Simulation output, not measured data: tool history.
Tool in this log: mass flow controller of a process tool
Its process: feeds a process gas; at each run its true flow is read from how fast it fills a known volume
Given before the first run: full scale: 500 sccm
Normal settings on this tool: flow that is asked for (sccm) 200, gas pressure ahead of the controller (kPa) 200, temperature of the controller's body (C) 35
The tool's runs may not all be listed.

run	hour	flow that is asked for (sccm)	gas pressure ahead of the controller (kPa)	temperature of the controller's body (C)	true flow (%)
1	0	200	200	35	98.88
2	138.9	200	200	35	98.87
3	311.9	200	200	35	98.81
4	432.3	200	200	35	98.91
5	525.8	200	200	35	98.86
6	627.6	55	200	35	98.19
7	777.1	55	200	35	98.22
8	858.2	55	200	35	98.14
9	1014	61	200	35	98.12
10	1120.6	200	200	35	98.84
11	1203.3	74	195	35	98.26
12	1355.9	163	236	35	98.73
13	1533.9	493	202	35	100.33
14	1712.1	493	202	35	100.12
15	1878.7	354	265	29	99.61
16	2013.9	115	255	30	98.58
17	2181	115	255	30	98.46
18	2330.9	182	209	40	98.94
19	2474.9	163	164	40	98.62

Each row is a separate what-if for the run after 19, all from the same tool condition, not one after another. Results?
A	2618.4	200	162	31	?
B	2618.4	439	193	28	?
C	2618.4	200	159	35	?

run	true flow (%)
A	98.55
B	99.82
C	98.75
Had the tool no hidden state, the same runs would have come out as:
run	true flow (%)
A	98.54
B	99.81
C	98.75
